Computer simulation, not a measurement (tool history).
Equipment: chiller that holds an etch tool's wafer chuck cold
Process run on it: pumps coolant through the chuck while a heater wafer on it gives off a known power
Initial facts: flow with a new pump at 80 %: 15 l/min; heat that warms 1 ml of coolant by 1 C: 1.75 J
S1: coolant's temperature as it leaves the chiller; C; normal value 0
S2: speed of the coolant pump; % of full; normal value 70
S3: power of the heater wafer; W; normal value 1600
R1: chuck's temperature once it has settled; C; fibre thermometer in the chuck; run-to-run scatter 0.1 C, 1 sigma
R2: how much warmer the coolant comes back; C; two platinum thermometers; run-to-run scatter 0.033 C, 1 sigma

| run | hour | S1 | S2 | S3 | R1 | R2 |
|---|---|---|---|---|---|---|
| 1 | 0.0 | 0 | 70 | 1600 | 16.7 | 5.15 |
| 2 | 113.7 | 0 | 70 | 1600 | 16.8 | 5.15 |
| 3 | 220.5 | 8 | 70 | 1600 | 25.0 | 5.17 |
| 4 | 314.0 | 6 | 70 | 1600 | 23.0 | 5.24 |
| 5 | 458.4 | 6 | 70 | 1600 | 23.6 | 5.18 |
| 6 | 603.0 | 6 | 70 | 1600 | 23.4 | 5.25 |
| 7 | 677.1 | 6 | 70 | 1600 | 23.6 | 5.22 |
| 8 | 772.9 | 6 | 69 | 1600 | 24.1 | 5.38 |
| 9 | 884.9 | 6 | 69 | 1600 | 24.3 | 5.35 |
| 10 | 989.7 | 0 | 70 | 1600 | 18.2 | 5.30 |
|  | 1031.9 | chiller's thermometer calibrated |
|  | 1115.5 | coolant changed, channels flushed |
| 11 | 1129.4 | 0 | 70 | 1600 | 13.3 | 5.30 |
| 12 | 1258.2 | 0 | 70 | 1600 | 13.8 | 5.36 |
| 13 | 1394.7 | 0 | 70 | 2276 | 19.7 | 7.68 |
| 14 | 1496.6 | -2 | 70 | 2330 | 18.3 | 7.91 |
|  | 1599.8 | coolant pump overhauled |
| 15 | 1645.7 | -3 | 70 | 944 | 3.7 | 2.46 |
| 16 | 1717.0 | -3 | 81 | 968 | 3.1 | 2.22 |
| 17 | 1806.0 | 5 | 95 | 968 | 10.6 | 1.88 |
| 18 | 1898.6 | 4 | 69 | 1600 | 15.9 | 4.32 |
| 19 | 1969.5 | 7 | 67 | 1201 | 16.2 | 3.29 |
| 20 | 2116.9 | -3 | 84 | 1267 | 5.1 | 2.78 |
| 21 | 2262.2 | -1 | 68 | 1624 | 11.4 | 4.46 |
| 22 | 2377.4 | 1 | 99 | 1600 | 10.3 | 3.00 |

What if the next run were any one of these 4? Each begins from the tool's condition after run 22:
| A | 2443.6 | -1 | 71 | 2038 | ? | ? |
| B | 2443.6 | 7 | 77 | 1247 | ? | ? |
| C | 2443.6 | 5 | 99 | 1600 | ? | ? |
| D | 2443.6 | 0 | 70 | 1511 | ? | ? |

| run | R1 | R2 |
|---|---|---|
| A | 14.1 | 5.40 |
| B | 15.8 | 3.01 |
| C | 14.3 | 2.97 |
| D | 11.4 | 4.09 |
With the hidden condition removed and each run's random variation left untouched, the same runs would have given:
| run | R1 | R2 |
|---|---|---|
| A | 12.7 | 5.28 |
| B | 14.9 | 2.95 |
| C | 13.3 | 2.91 |
| D | 10.3 | 4.00 |
